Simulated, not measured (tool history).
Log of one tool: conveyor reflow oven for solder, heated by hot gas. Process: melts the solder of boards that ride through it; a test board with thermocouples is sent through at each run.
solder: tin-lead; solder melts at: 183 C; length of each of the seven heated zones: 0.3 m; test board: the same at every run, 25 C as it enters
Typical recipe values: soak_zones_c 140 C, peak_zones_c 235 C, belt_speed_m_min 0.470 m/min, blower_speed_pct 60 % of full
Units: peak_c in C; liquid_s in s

{"run": 1, "hour": 0.0, "soak_zones_c": 140, "peak_zones_c": 235, "belt_speed_m_min": 0.47, "blower_speed_pct": 60, "peak_c": 209.7, "liquid_s": 49.4}
{"run": 2, "hour": 35.1, "soak_zones_c": 140, "peak_zones_c": 235, "belt_speed_m_min": 0.47, "blower_speed_pct": 60, "peak_c": 209.3, "liquid_s": 48.9}
{"hour": 81.8, "done": "flux residue cleaned out of gas plates and filters"}
{"run": 3, "hour": 81.8, "soak_zones_c": 140, "peak_zones_c": 235, "belt_speed_m_min": 0.47, "blower_speed_pct": 55, "peak_c": 211.2, "liquid_s": 50.6}
{"hour": 109.2, "done": "thermocouples of zones 6 and 7 changed"}
{"run": 4, "hour": 116.4, "soak_zones_c": 140, "peak_zones_c": 235, "belt_speed_m_min": 0.47, "blower_speed_pct": 55, "peak_c": 210.1, "liquid_s": 49.3}
{"run": 5, "hour": 159.2, "soak_zones_c": 140, "peak_zones_c": 235, "belt_speed_m_min": 0.47, "blower_speed_pct": 60, "peak_c": 212.1, "liquid_s": 52.2}
{"run": 6, "hour": 188.5, "soak_zones_c": 140, "peak_zones_c": 235, "belt_speed_m_min": 0.47, "blower_speed_pct": 60, "peak_c": 211.7, "liquid_s": 52.1}
{"run": 7, "hour": 209.5, "soak_zones_c": 140, "peak_zones_c": 235, "belt_speed_m_min": 0.47, "blower_speed_pct": 60, "peak_c": 211.7, "liquid_s": 52.2}
{"run": 8, "hour": 241.6, "soak_zones_c": 140, "peak_zones_c": 235, "belt_speed_m_min": 0.47, "blower_speed_pct": 60, "peak_c": 211.4, "liquid_s": 51.9}
{"run": 9, "hour": 282.1, "soak_zones_c": 140, "peak_zones_c": 235, "belt_speed_m_min": 0.532, "blower_speed_pct": 60, "peak_c": 206.1, "liquid_s": 39.4}
{"run": 10, "hour": 321.5, "soak_zones_c": 140, "peak_zones_c": 235, "belt_speed_m_min": 0.532, "blower_speed_pct": 60, "peak_c": 206.1, "liquid_s": 39.6}
{"run": 11, "hour": 344.7, "soak_zones_c": 140, "peak_zones_c": 235, "belt_speed_m_min": 0.532, "blower_speed_pct": 60, "peak_c": 206.2, "liquid_s": 39.5}
{"run": 12, "hour": 383.9, "soak_zones_c": 140, "peak_zones_c": 235, "belt_speed_m_min": 0.532, "blower_speed_pct": 60, "peak_c": 205.8, "liquid_s": 39.1}
{"run": 13, "hour": 408.1, "soak_zones_c": 140, "peak_zones_c": 235, "belt_speed_m_min": 0.532, "blower_speed_pct": 60, "peak_c": 205.5, "liquid_s": 39.3}
{"run": 14, "hour": 446.6, "soak_zones_c": 130, "peak_zones_c": 234, "belt_speed_m_min": 0.442, "blower_speed_pct": 60, "peak_c": 210.4, "liquid_s": 49.9}
{"run": 15, "hour": 466.2, "soak_zones_c": 132, "peak_zones_c": 228, "belt_speed_m_min": 0.402, "blower_speed_pct": 60, "peak_c": 208.9, "liquid_s": 55.4}
{"run": 16, "hour": 487.4, "soak_zones_c": 140, "peak_zones_c": 247, "belt_speed_m_min": 0.435, "blower_speed_pct": 89, "peak_c": 232.4, "liquid_s": 73.9}
{"run": 17, "hour": 518.7, "soak_zones_c": 126, "peak_zones_c": 232, "belt_speed_m_min": 0.494, "blower_speed_pct": 51, "peak_c": 197.1, "liquid_s": 27.4}
{"run": 18, "hour": 545.4, "soak_zones_c": 129, "peak_zones_c": 235, "belt_speed_m_min": 0.519, "blower_speed_pct": 56, "peak_c": 200.5, "liquid_s": 31.4}
{"run": 19, "hour": 585.8, "soak_zones_c": 129, "peak_zones_c": 235, "belt_speed_m_min": 0.519, "blower_speed_pct": 56, "peak_c": 200.5, "liquid_s": 30.8}
{"run": 20, "hour": 611.2, "soak_zones_c": 140, "peak_zones_c": 248, "belt_speed_m_min": 0.47, "blower_speed_pct": 64, "peak_c": 221.9, "liquid_s": 61.2}
{"run": 21, "hour": 634.1, "soak_zones_c": 127, "peak_zones_c": 248, "belt_speed_m_min": 0.47, "blower_speed_pct": 62, "peak_c": 217.9, "liquid_s": 53.7}
{"run": 22, "hour": 674.7, "soak_zones_c": 127, "peak_zones_c": 248, "belt_speed_m_min": 0.47, "blower_speed_pct": 62, "peak_c": 217.5, "liquid_s": 53.1}
{"hour": 693.6, "done": "flux residue cleaned out of gas plates and filters"}
{"run": 23, "hour": 697.6, "soak_zones_c": 146, "peak_zones_c": 232, "belt_speed_m_min": 0.47, "blower_speed_pct": 60, "peak_c": 212.1, "liquid_s": 55.7}
{"run": 24, "hour": 716.3, "soak_zones_c": 128, "peak_zones_c": 235, "belt_speed_m_min": 0.47, "blower_speed_pct": 79, "peak_c": 217.8, "liquid_s": 55.1}
{"run": 25, "hour": 736.1, "soak_zones_c": 154, "peak_zones_c": 235, "belt_speed_m_min": 0.47, "blower_speed_pct": 60, "peak_c": 215.9, "liquid_s": 63.2}

Here are 5 independent what-if runs from the current tool condition. What would each one return?
{"run": "A", "hour": 769.3, "soak_zones_c": 154, "peak_zones_c": 235, "belt_speed_m_min": 0.538, "blower_speed_pct": 60, "peak_c": "?", "liquid_s": "?"}
{"run": "B", "hour": 769.3, "soak_zones_c": 150, "peak_zones_c": 235, "belt_speed_m_min": 0.47, "blower_speed_pct": 57, "peak_c": "?", "liquid_s": "?"}
{"run": "C", "hour": 769.3, "soak_zones_c": 154, "peak_zones_c": 245, "belt_speed_m_min": 0.47, "blower_speed_pct": 60, "peak_c": "?", "liquid_s": "?"}
{"run": "D", "hour": 769.3, "soak_zones_c": 154, "peak_zones_c": 235, "belt_speed_m_min": 0.512, "blower_speed_pct": 85, "peak_c": "?", "liquid_s": "?"}
{"run": "E", "hour": 769.3, "soak_zones_c": 154, "peak_zones_c": 230, "belt_speed_m_min": 0.47, "blower_speed_pct": 60, "peak_c": "?", "liquid_s": "?"}

run=A peak_c=211.3 liquid_s=49.2
run=B peak_c=214.2 liquid_s=58.4
run=C peak_c=224.0 liquid_s=68.7
run=D peak_c=220.9 liquid_s=61.9
run=E peak_c=212.4 liquid_s=59.5
Had the tool no hidden state, the same runs would have come out as:
run=A peak_c=210.7 liquid_s=48.2
run=B peak_c=213.5 liquid_s=57.2
run=C peak_c=223.4 liquid_s=67.5
run=D peak_c=220.3 liquid_s=61.0
run=E peak_c=211.7 liquid_s=58.3

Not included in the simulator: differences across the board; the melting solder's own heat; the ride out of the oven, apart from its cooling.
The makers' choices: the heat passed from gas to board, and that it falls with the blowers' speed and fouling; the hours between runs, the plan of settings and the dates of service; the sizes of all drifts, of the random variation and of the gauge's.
